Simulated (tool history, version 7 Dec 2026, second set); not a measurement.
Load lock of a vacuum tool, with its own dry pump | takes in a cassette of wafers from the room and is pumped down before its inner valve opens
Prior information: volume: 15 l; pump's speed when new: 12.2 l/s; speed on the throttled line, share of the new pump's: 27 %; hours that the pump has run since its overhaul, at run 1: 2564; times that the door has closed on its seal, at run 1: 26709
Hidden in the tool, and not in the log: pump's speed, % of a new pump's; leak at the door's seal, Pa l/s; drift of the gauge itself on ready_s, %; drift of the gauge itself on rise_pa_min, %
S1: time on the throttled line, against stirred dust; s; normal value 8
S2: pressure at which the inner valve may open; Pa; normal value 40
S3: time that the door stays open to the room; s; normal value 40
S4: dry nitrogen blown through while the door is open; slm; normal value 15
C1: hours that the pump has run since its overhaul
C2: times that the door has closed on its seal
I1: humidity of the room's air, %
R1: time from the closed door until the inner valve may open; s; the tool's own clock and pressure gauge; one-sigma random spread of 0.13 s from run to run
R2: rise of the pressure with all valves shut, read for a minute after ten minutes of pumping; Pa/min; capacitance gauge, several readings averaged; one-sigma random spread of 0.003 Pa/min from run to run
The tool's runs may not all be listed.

Run 1, hour 0.0: usual settings; C1 2564; C2 26709; I1 48.3. Result: R1 15.5 s, R2 0.097 Pa/min.
Run 2, hour 304.3: usual settings; C1 2868; C2 28132; I1 48.0. Result: R1 15.4 s, R2 0.102 Pa/min.
Run 3, hour 593.6: usual settings; C1 3158; C2 29486; I1 46.2. Result: R1 15.4 s, R2 0.107 Pa/min.
Run 4, hour 796.7: usual settings; C1 3361; C2 30436; I1 47.8. Result: R1 15.3 s, R2 0.117 Pa/min.
Run 5, hour 982.7: usual settings; C1 3547; C2 31306; I1 49.3. Result: R1 15.6 s, R2 0.121 Pa/min.
Run 6, hour 1339.7: usual settings; C1 3904; C2 32976; I1 45.1. Result: R1 15.4 s, R2 0.127 Pa/min.
Run 7, hour 1589.5: usual settings; C1 4153; C2 34145; I1 45.8. Result: R1 15.5 s, R2 0.135 Pa/min.
Run 8, hour 1771.3: usual settings; C1 4335; C2 34995; I1 44.8. Result: R1 15.5 s, R2 0.138 Pa/min.
Run 9, hour 1984.6: usual settings; C1 4549; C2 35993; I1 45.5. Result: R1 15.7 s, R2 0.151 Pa/min.
Run 10, hour 2368.5: usual settings; C1 4932; C2 37789; I1 41.8. Result: R1 15.8 s, R2 0.157 Pa/min.
Run 11, hour 2653.8: usual settings; C1 5218; C2 39123; I1 46.7. Result: R1 15.7 s, R2 0.168 Pa/min.
Run 12, hour 3018.6: usual settings; C1 5582; C2 40830; I1 40.4. Result: R1 15.8 s, R2 0.177 Pa/min.
Run 13, hour 3251.5: usual settings; C1 5815; C2 41920; I1 43.4. Result: R1 15.8 s, R2 0.177 Pa/min.
Run 14, hour 3436.8: usual settings but S2 33 Pa; C1 6001; C2 42786; I1 45.9. Result: R1 15.9 s, R2 0.193 Pa/min.
Run 15, hour 3748.2: usual settings but S1 13 s; C1 6312; C2 44243; I1 43.8. Result: R1 19.4 s, R2 0.195 Pa/min.
Run 16, hour 4050.8: usual settings but S1 13 s; C1 6615; C2 45658; I1 44.2. Result: R1 19.1 s, R2 0.209 Pa/min.
Run 17, hour 4270.8: usual settings but S1 13 s; C1 6835; C2 46688; I1 48.1. Result: R1 19.3 s, R2 0.217 Pa/min.
At hour 4301.9: door's seal changed, seat wiped.
Run 18, hour 4496.3: usual settings but S1 13 s; C1 7059; C2 909; I1 47.5. Result: R1 19.2 s, R2 0.030 Pa/min.
Run 19, hour 4790.1: usual settings but S1 13 s; C1 7353; C2 2284; I1 44.3. Result: R1 19.4 s, R2 0.029 Pa/min.
Run 20, hour 5115.4: usual settings but S4 10 slm; C1 7678; C2 3806; I1 41.7. Result: R1 15.5 s, R2 0.032 Pa/min.
Run 21, hour 5428.4: usual settings but S4 10 slm; C1 7991; C2 5270; I1 42.3. Result: R1 15.9 s, R2 0.038 Pa/min.
Run 22, hour 5621.4: usual settings but S1 5 s, S2 33 Pa, S4 4 slm; C1 8184; C2 6173; I1 44.0. Result: R1 13.6 s, R2 0.048 Pa/min.
Run 23, hour 6011.7: usual settings but S1 5 s, S2 30 Pa, S3 195 s, S4 9 slm; C1 8574; C2 7998; I1 45.5. Result: R1 13.9 s, R2 0.066 Pa/min.
Run 24, hour 6317.1: usual settings but S1 9 s, S3 74 s; C1 8880; C2 9427; I1 42.7. Result: R1 16.6 s, R2 0.046 Pa/min.
Run 25, hour 6615.3: usual settings but S1 12 s, S2 34 Pa, S3 55 s, S4 22 slm; C1 9178; C2 10822; I1 42.9. Result: R1 18.9 s, R2 0.044 Pa/min.
Run 26, hour 6790.0: usual settings but S1 12 s, S2 57 Pa, S3 55 s, S4 22 slm; C1 9352; C2 11640; I1 45.0. Result: R1 18.4 s, R2 0.050 Pa/min.
Run 27, hour 6961.0: usual settings but S1 12 s, S2 57 Pa, S3 55 s, S4 22 slm; C1 9523; C2 12439; I1 46.9. Result: R1 18.3 s, R2 0.053 Pa/min.
Run 28, hour 7138.9: usual settings but S1 14 s, S4 5 slm; C1 9701; C2 13271; I1 47.0. Result: R1 20.1 s, R2 0.069 Pa/min.
Run 29, hour 7437.7: usual settings but S1 14 s, S4 5 slm; C1 10000; C2 14669; I1 41.6. Result: R1 20.4 s, R2 0.071 Pa/min.
Run 30, hour 7748.9: usual settings but S2 50 Pa, S4 27 slm; C1 10311; C2 16125; I1 44.9. Result: R1 15.7 s, R2 0.059 Pa/min.
Run 31, hour 7948.9: usual settings but S2 69 Pa; C1 10511; C2 17061; I1 43.5. Result: R1 15.2 s, R2 0.074 Pa/min.
Run 32, hour 8325.4: usual settings but S2 69 Pa; C1 10888; C2 18822; I1 47.6. Result: R1 15.1 s, R2 0.076 Pa/min.
Run 33, hour 8679.4: usual settings but S2 69 Pa; C1 11242; C2 20478; I1 47.6. Result: R1 15.5 s, R2 0.080 Pa/min.
Run 34, hour 8945.3: usual settings but S2 39 Pa, S3 179 s, S4 6 slm; C1 11508; C2 21722; I1 45.6. Result: R1 16.0 s, R2 0.121 Pa/min.
Run 35, hour 9187.3: usual settings but S1 6 s, S2 39 Pa, S3 179 s, S4 14 slm; C1 11750; C2 22854; I1 47.2. Result: R1 14.5 s, R2 0.110 Pa/min.
Run 36, hour 9477.8: usual settings but S2 42 Pa, S4 6 slm; C1 12040; C2 24213; I1 47.9. Result: R1 15.9 s, R2 0.108 Pa/min.
Run 37, hour 9686.9: usual settings but S1 9 s, S2 38 Pa, S3 110 s, S4 8 slm; C1 12249; C2 25191; I1 45.1. Result: R1 16.8 s, R2 0.125 Pa/min.
Run 38, hour 9851.3: usual settings but S1 6 s, S2 38 Pa, S3 60 s, S4 8 slm; C1 12414; C2 25960; I1 44.5. Result: R1 14.6 s, R2 0.116 Pa/min.

The same runs without the tool's hidden state, with the same run-to-run variation:
run    R1     R2
  1  15.6  0.024
  2  15.4  0.022
  3  15.4  0.020
  4  15.3  0.025
  5  15.5  0.028
  6  15.4  0.024
  7  15.5  0.021
  8  15.4  0.022
  9  15.7  0.029
 10  15.7  0.022
 11  15.6  0.024
 12  15.7  0.023
 13  15.6  0.018
 14  15.7  0.021
 15  19.2  0.016
 16  18.9  0.021
 17  19.1  0.025
 18  19.0  0.026
 19  19.2  0.023
 20  15.3  0.024
 21  15.6  0.027
 22  13.3  0.035
 23  13.5  0.049
 24  16.3  0.026
 25  18.6  0.020
 26  18.2  0.023
 27  18.0  0.024
 28  19.8  0.037
 29  20.1  0.034
 30  15.3  0.018
 31  14.9  0.029
 32  14.7  0.025
 33  15.0  0.022
 34  15.5  0.058
 35  14.0  0.043
 36  15.4  0.034
 37  16.3  0.045
 38  14.0  0.033
